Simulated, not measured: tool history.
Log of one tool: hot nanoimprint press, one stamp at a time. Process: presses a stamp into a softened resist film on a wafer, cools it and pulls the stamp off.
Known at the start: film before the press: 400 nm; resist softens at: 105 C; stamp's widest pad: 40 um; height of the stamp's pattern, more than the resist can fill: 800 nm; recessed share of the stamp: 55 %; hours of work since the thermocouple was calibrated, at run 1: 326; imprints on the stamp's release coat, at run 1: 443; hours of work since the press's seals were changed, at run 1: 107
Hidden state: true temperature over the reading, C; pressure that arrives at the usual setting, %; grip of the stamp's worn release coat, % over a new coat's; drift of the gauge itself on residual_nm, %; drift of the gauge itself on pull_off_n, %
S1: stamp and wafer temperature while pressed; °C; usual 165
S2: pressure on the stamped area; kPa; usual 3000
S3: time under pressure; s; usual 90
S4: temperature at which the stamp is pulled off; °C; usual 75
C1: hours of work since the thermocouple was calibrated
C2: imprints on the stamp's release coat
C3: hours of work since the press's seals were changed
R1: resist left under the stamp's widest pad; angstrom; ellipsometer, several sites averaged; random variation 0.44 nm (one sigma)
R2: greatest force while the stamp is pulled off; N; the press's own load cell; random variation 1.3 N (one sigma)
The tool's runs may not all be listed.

Run 1, day 0.000: usual settings; C1 326; C2 443; C3 107. Result: R1 2097 angstrom, R2 106 N.
Run 2, day 0.583: usual settings but S4 62 °C; C1 335; C2 490; C3 116. Result: R1 2091 angstrom, R2 136 N.
Run 3, day 1.308: usual settings but S4 62 °C; C1 345; C2 549; C3 126. Result: R1 2086 angstrom, R2 141 N.
Run 4, day 2.021: usual settings but S4 62 °C; C1 355; C2 606; C3 136. Result: R1 2087 angstrom, R2 141 N.
Run 5, day 3.129: usual settings but S3 50 s; C1 371; C2 696; C3 152. Result: R1 2469 angstrom, R2 118 N.
At day 3.550: stamp cleaned and given a new release coat.
Run 6, day 3.954: usual settings but S3 50 s; C1 379; C2 32; C3 160. Result: R1 2469 angstrom, R2 90 N.
Run 7, day 5.012: usual settings but S3 50 s; C1 394; C2 118; C3 175. Result: R1 2466 angstrom, R2 97 N.
At day 5.842: plate thermocouple calibrated.
Run 8, day 6.012: usual settings but S4 69 °C; C1 2; C2 188; C3 187. Result: R1 2192 angstrom, R2 113 N.
Run 9, day 6.862: usual settings but S4 69 °C; C1 15; C2 257; C3 200. Result: R1 2179 angstrom, R2 115 N.
Run 10, day 7.838: usual settings but S4 69 °C; C1 28; C2 336; C3 213. Result: R1 2195 angstrom, R2 115 N.
Run 11, day 8.825: usual settings but S4 69 °C; C1 42; C2 416; C3 227. Result: R1 2175 angstrom, R2 123 N.
Run 12, day 9.788: usual settings but S4 69 °C; C1 56; C2 493; C3 241. Result: R1 2184 angstrom, R2 123 N.
Run 13, day 10.779: usual settings but S4 69 °C; C1 70; C2 574; C3 255. Result: R1 2176 angstrom, R2 127 N.
Run 14, day 11.604: usual settings but S3 58 s; C1 82; C2 640; C3 267. Result: R1 2476 angstrom, R2 117 N.
Run 15, day 12.183: usual settings but S3 58 s, S4 80 °C; C1 90; C2 687; C3 275. Result: R1 2466 angstrom, R2 108 N.
At day 12.629: stamp cleaned and given a new release coat.
Run 16, day 13.550: usual settings but S3 58 s, S4 76 °C; C1 106; C2 74; C3 291. Result: R1 2466 angstrom, R2 95 N.
Run 17, day 14.500: usual settings but S1 154 °C, S2 3280 kPa, S3 58 s, S4 69 °C; C1 119; C2 151; C3 304. Result: R1 3475 angstrom, R2 109 N.
Run 18, day 15.429: usual settings but S1 175 °C, S4 71 °C; C1 133; C2 226; C3 318. Result: R1 1336 angstrom, R2 107 N.
Run 19, day 16.417: usual settings but S1 171 °C, S2 1830 kPa, S4 81 °C; C1 147; C2 306; C3 332. Result: R1 2120 angstrom, R2 93 N.
Run 20, day 17.112: usual settings but S1 171 °C, S2 1830 kPa, S4 81 °C; C1 157; C2 362; C3 342. Result: R1 2111 angstrom, R2 94 N.
Run 21, day 18.112: usual settings but S1 158 °C, S2 4090 kPa, S3 48 s, S4 78 °C; C1 171; C2 443; C3 356. Result: R1 2997 angstrom, R2 100 N.
Run 22, day 18.912: usual settings but S3 65 s; C1 182; C2 507; C3 367. Result: R1 2373 angstrom, R2 109 N.
Run 23, day 20.025: usual settings but S2 2200 kPa; C1 198; C2 598; C3 383. Result: R1 2503 angstrom, R2 115 N.
Run 24, day 20.946: usual settings but S1 162 °C, S2 2200 kPa, S3 128 s; C1 211; C2 672; C3 396. Result: R1 2588 angstrom, R2 117 N.
At day 21.567: stamp cleaned and given a new release coat.
Run 25, day 22.096: usual settings but S2 2970 kPa, S3 48 s; C1 224; C2 43; C3 409. Result: R1 2581 angstrom, R2 94 N.
Run 26, day 23.071: usual settings but S1 175 °C, S2 2970 kPa, S3 74 s, S4 76 °C; C1 238; C2 121; C3 423. Result: R1 1425 angstrom, R2 95 N.
Run 27, day 23.642: usual settings but S1 157 °C, S4 61 °C; C1 246; C2 167; C3 431. Result: R1 3026 angstrom, R2 124 N.
Run 28, day 24.792: usual settings but S2 3970 kPa; C1 262; C2 260; C3 447. Result: R1 1851 angstrom, R2 102 N.
Run 29, day 25.542: usual settings but S2 3970 kPa; C1 273; C2 321; C3 458. Result: R1 1848 angstrom, R2 104 N.
Run 30, day 26.633: usual settings but S2 1930 kPa, S3 129 s, S4 63 °C; C1 288; C2 409; C3 473. Result: R1 2397 angstrom, R2 127 N.
Run 31, day 27.646: usual settings but S1 170 °C, S2 3900 kPa, S3 113 s, S4 79 °C; C1 303; C2 491; C3 488. Result: R1 1329 angstrom, R2 104 N.

3 ways to go on from here, each from the tool as it stands after run 31. What would each give?
Run A, day 28.271: usual settings but S1 170 °C, S2 2480 kPa, S3 48 s, S4 78 °C; C1 311; C2 541; C3 496. Result: R1 ?, R2 ?.
Run B, day 28.271: usual settings but S1 155 °C, S2 3900 kPa, S3 113 s, S4 79 °C; C1 311; C2 541; C3 496. Result: R1 ?, R2 ?.
Run C, day 28.271: usual settings but S1 156 °C, S2 2230 kPa, S3 73 s; C1 311; C2 541; C3 496. Result: R1 ?, R2 ?.

run    R1   R2
  A  2269  105
  B  2811  105
  C  3459  112
Without the tool's hidden state the same runs would have given:
run    R1  R2
  A  2331  88
  B  2884  87
  C  3507  94
